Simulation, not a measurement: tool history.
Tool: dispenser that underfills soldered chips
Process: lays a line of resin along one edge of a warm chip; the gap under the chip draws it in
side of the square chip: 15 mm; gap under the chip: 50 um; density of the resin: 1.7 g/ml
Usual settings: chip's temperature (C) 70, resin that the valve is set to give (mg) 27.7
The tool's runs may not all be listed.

run,hour,chip's temperature (C),resin that the valve is set to give (mg),time until the resin shows at the far edge (s),resin that the valve gave (mg)
1,0,70,27.7,468.8,27.63
# hour 7.6: new syringe of resin
2,15.4,70,31.4,496.1,31.31
# hour 20.6: new syringe of resin
3,25.4,76,27.7,377.9,27.36
# hour 33.8: new syringe of resin
4,36.2,76,27.7,346.5,27.29
# hour 47: new syringe of resin
5,49.2,76,27.7,344.9,26.91
# hour 59.9: new syringe of resin
6,62.3,63,27.7,529.7,26.79
7,69.6,63,35.5,643.4,34.6
# hour 73.4: new syringe of resin
8,83.4,63,35.5,669,34.03
# hour 86.5: new syringe of resin
# hour 99.2: new syringe of resin
9,99.3,77,35.5,308.8,33.87
# hour 112.2: new syringe of resin
10,115.4,77,35.5,350.8,33.68
# hour 125.4: new syringe of resin
11,126.8,70,27.7,412.2,26.33
12,136.1,60,27.7,766.7,25.91
# hour 138.6: new syringe of resin
13,148,60,27.7,735.6,25.87
# hour 151.8: new syringe of resin
14,161.6,60,27.7,780,25.72
# hour 164.8: new syringe of resin
15,168.3,60,34.3,595.8,31.92
# hour 177.6: new syringe of resin
16,182,60,34.3,644.7,31.61
# hour 191.2: new syringe of resin
# hour 193.5: dispensing valve cleaned and set on the balance
17,195.5,70,27.7,434.4,27.87
# hour 205.2: new syringe of resin
18,210.2,70,27.7,483.8,27.48
# hour 218.2: new syringe of resin
19,218.3,60,27.7,559.7,27.37
20,228.5,58,34.6,808.2,34.12
# hour 231: new syringe of resin
21,236.2,81,30.7,328.6,30.12
# hour 244.4: new syringe of resin
22,246.6,65,25.4,527.5,24.89
23,253,65,25.4,627.6,24.9
# hour 257.1: new syringe of resin
24,261.4,79,30.2,334.9,29.44

Run 25 comes next. What will it give?
# hour 270.3: new syringe of resin
25,274.6,82,33.8,?,?

time until the resin shows at the far edge (s): 302.1
resin that the valve gave (mg): 32.95
Without the tool's hidden state the same run would have given time until the resin shows at the far edge (s) 240.6, resin that the valve gave (mg) 33.98.
